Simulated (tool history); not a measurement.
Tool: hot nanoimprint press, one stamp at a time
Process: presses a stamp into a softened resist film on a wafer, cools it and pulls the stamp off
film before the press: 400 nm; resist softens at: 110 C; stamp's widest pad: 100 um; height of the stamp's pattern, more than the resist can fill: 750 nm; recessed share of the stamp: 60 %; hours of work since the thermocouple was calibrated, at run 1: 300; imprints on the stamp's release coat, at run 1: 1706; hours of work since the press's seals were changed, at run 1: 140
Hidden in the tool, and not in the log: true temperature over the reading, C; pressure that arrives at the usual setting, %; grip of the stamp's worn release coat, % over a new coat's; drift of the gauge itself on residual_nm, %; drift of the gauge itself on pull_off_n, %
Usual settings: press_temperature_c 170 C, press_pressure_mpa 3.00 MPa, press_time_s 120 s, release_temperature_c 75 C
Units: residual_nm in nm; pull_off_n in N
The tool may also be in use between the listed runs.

run	hour	press_temperature_c	press_pressure_mpa	press_time_s	release_temperature_c	hours of work since the thermocouple was calibrated	imprints on the stamp's release coat	hours of work since the press's seals were changed	residual_nm	pull_off_n
1	0.0	170	3.00	120	75	300	1706	140	197.1	230
# hour 23.1: stamp cleaned and given a new release coat
2	59.8	170	3.00	120	75	340	120	180	198.7	160
3	126.2	170	3.00	120	75	389	338	230	197.9	172
4	200.1	170	3.00	120	75	445	580	285	197.0	177
# hour 267.7: plate thermocouple calibrated
5	267.7	170	3.00	120	75	0	792	333	194.5	189
6	318.7	160	3.00	120	75	38	959	371	279.7	184
7	383.1	170	3.00	120	75	86	1170	420	194.8	198
8	414.5	161	3.00	120	75	110	1273	443	277.0	205
9	452.7	170	3.00	120	60	138	1398	472	196.4	289
10	510.6	170	3.00	120	60	182	1588	515	198.2	300
# hour 554.3: press's hydraulic seals changed and the load cell set to zero
# hour 577.0: stamp cleaned and given a new release coat
11	577.0	170	3.00	120	60	221	0	12	195.6	203
12	617.8	170	3.00	120	75	251	133	43	196.2	157
13	673.3	170	3.00	120	75	293	315	84	195.3	169
14	740.2	170	3.00	120	75	343	535	135	197.8	178
15	776.0	170	3.00	120	75	370	652	161	198.9	180
16	842.1	170	3.00	120	75	419	869	211	200.6	183
17	908.0	160	3.00	120	79	468	1085	260	284.7	182
# hour 944.6: plate thermocouple calibrated
18	973.0	170	2.70	84	81	21	1288	306	228.2	174
19	1039.8	161	2.32	127	75	71	1507	356	292.8	217
20	1078.9	161	2.32	127	75	100	1635	385	289.8	220
# hour 1125.0: stamp cleaned and given a new release coat
21	1159.2	161	2.32	127	75	156	112	441	291.3	158
22	1213.8	179	1.90	78	79	197	291	482	201.9	151
23	1253.9	179	4.18	118	65	227	423	512	117.6	207
24	1287.9	170	3.00	75	78	252	534	537	229.1	166
# hour 1300.7: press's hydraulic seals changed and the load cell set to zero
25	1339.9	170	3.42	99	75	285	678	29	198.0	175
26	1379.0	170	3.42	99	75	314	807	59	197.5	190
27	1431.7	173	1.84	110	72	354	979	98	227.0	208
28	1474.9	171	2.28	120	75	386	1121	130	216.1	196
29	1546.8	170	3.00	155	75	440	1357	184	182.5	210
30	1588.3	169	3.00	97	75	471	1493	215	224.0	214

Hidden state at the last listed run before each entry between runs and at the first one after, where it differs:
Between runs 1 and 2: stamp cleaned and given a new release coat (hour 23.1)
  true temperature over the reading, C: -0.54 -> -0.61; pressure that arrives at the usual setting, %: 99.28 -> 99.17; grip of the stamp's worn release coat, % over a new coat's: 46.1 -> 3.1
  measured less the result without the state, residual_nm: +4.7 -> +5.4 nm; pull_off_n: +74 -> +7 N
Between runs 4 and 5: plate thermocouple calibrated (hour 267.7)
  true temperature over the reading, C: -0.78 -> 0.05; pressure that arrives at the usual setting, %: 98.88 -> 98.72; grip of the stamp's worn release coat, % over a new coat's: 15.1 -> 20.8
  measured less the result without the state, residual_nm: +6.9 -> +0.8 nm; pull_off_n: +26 -> +32 N
Between runs 10 and 11: press's hydraulic seals changed and the load cell set to zero (hour 554.3); stamp cleaned and given a new release coat (hour 577.0)
  true temperature over the reading, C: -0.26 -> -0.33; pressure that arrives at the usual setting, %: 98.16 -> 100.43; grip of the stamp's worn release coat, % over a new coat's: 42.8 -> 0
  measured less the result without the state, residual_nm: +3.7 -> +2.2 nm; pull_off_n: +91 -> +1 N
Between runs 17 and 18: plate thermocouple calibrated (hour 944.6)
  true temperature over the reading, C: -0.75 -> -0.09; pressure that arrives at the usual setting, %: 99.71 -> 99.58; grip of the stamp's worn release coat, % over a new coat's: 28.7 -> 34.3
  measured less the result without the state, residual_nm: +7.0 -> +1.1 nm; pull_off_n: +43 -> +45 N
Between runs 20 and 21: stamp cleaned and given a new release coat (hour 1125.0)
  true temperature over the reading, C: -0.22 -> -0.31; pressure that arrives at the usual setting, %: 99.32 -> 99.15; grip of the stamp's worn release coat, % over a new coat's: 44.1 -> 2.9
  measured less the result without the state, residual_nm: +2.4 -> +3.2 nm; pull_off_n: +68 -> +5 N
Between runs 24 and 25: press's hydraulic seals changed and the load cell set to zero (hour 1300.7)
  true temperature over the reading, C: -0.46 -> -0.52; pressure that arrives at the usual setting, %: 98.86 -> 100.06; grip of the stamp's worn release coat, % over a new coat's: 13.9 -> 17.7
  measured less the result without the state, residual_nm: +4.7 -> +3.9 nm; pull_off_n: +22 -> +28 N
